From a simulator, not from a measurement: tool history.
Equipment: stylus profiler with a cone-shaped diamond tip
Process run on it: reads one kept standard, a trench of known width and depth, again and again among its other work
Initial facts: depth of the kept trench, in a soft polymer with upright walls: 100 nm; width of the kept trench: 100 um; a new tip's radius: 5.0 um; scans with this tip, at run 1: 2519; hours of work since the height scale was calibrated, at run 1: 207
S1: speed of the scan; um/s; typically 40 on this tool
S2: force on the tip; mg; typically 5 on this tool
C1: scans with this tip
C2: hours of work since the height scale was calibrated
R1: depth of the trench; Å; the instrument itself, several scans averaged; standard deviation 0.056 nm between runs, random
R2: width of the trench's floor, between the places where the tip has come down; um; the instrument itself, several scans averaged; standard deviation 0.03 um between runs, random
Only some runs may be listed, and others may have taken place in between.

run,hour,S1,S2,C1,C2,R1,R2
1,0,40,5,2519,207,1018.9,97.67
2,12.9,40,2.3,2632,216,1012.3,97.54
3,25.4,40,1.74,2740,225,1009.1,97.55
4,40.4,40,1.74,2870,236,1010.3,97.55
5,49.6,40,1.74,2950,242,1010.2,97.53
6,62.3,121,5,3061,251,1020.4,97.32
7,76.8,40,5,3187,262,1019.3,97.6
8,88.2,40,5,3287,270,1019.9,97.63
9,101.4,40,5,3401,279,1019.3,97.59
10,119.8,40,5,3562,293,1019.4,97.56
11,136.5,36,5,3707,304,1020.2,97.62
12,148.3,36,6.3,3809,313,1022.8,97.61
13,162.1,36,6.3,3929,323,1022.9,97.58
14,181.2,36,6.03,4095,336,1022.9,97.58
15,195.5,40,5.23,4220,347,1019.9,97.55
16,215.7,40,1.95,4395,361,1012,97.48
17,227.9,40,1.95,4501,370,1011.1,97.43
18,240.3,40,11.68,4610,379,1032.9,97.56
19,261,40,11.68,4789,393,1034.6,97.53
20,278.9,15,5,4945,406,1019.8,97.53
21,289.7,15,5,5039,414,1020.3,97.57
22,300.8,46,5,5136,422,1020.9,97.44
23,313.7,40,5,5248,431,1020.5,97.42
24,323.6,23,2.06,5333,438,1011.5,97.5
25,342,40,4.8,5494,451,1020.1,97.41
26,351.4,40,4.8,5576,458,1020.7,97.43
27,360.4,40,4.8,5654,464,1019.6,97.42
28,379.2,38,4.8,5818,478,1018.3,97.46
29,393.7,38,4.8,5944,488,1020.4,97.44
30,406.6,54,3.59,6056,497,1016.5,97.28
31,420.5,11,9.17,6176,507,1029.7,97.42
32,435.7,17,4.4,6309,518,1019.2,97.46
33,444.5,93,5,6385,525,1020.4,97.16
34,457.3,93,5,6497,534,1021.9,97.22
35,469.9,10,1.68,6606,543,1010.5,97.46
36,482.7,10,1.68,6717,552,1011,97.46
37,503.2,33,5.01,6896,566,1020.2,97.36
38,513.7,33,5.01,6988,574,1020.8,97.3
39,523.6,11,3.23,7074,581,1016.4,97.41
40,535,135,13,7173,589,1037.4,97.18
41,554.9,135,13,7345,603,1036.6,97.12
42,566.5,12,12.09,7447,612,1035.1,97.41
43,587.2,11,4.89,7627,626,1021,97.37
44,601.3,16,5.58,7749,637,1021,97.37
45,620.4,26,4.75,7915,650,1020,97.32
46,631.1,104,4.02,8009,658,1018.4,97.05

Alternative continuations, all from the tool just after run 46; predict every row:
A,643.8,104,5.71,8119,667,?,?
B,643.8,35,14.83,8119,667,?,?
C,643.8,104,9.04,8119,667,?,?
D,643.8,116,3.24,8119,667,?,?

run,R1,R2
A,1022.7,97.1
B,1040.8,97.31
C,1029,97.09
D,1015.5,96.91
Take away the tool's hidden state, keep each run's random variation, and the runs would have read:
run,R1,R2
A,1019.9,97.71
B,1038,97.92
C,1026.2,97.7
D,1012.7,97.52
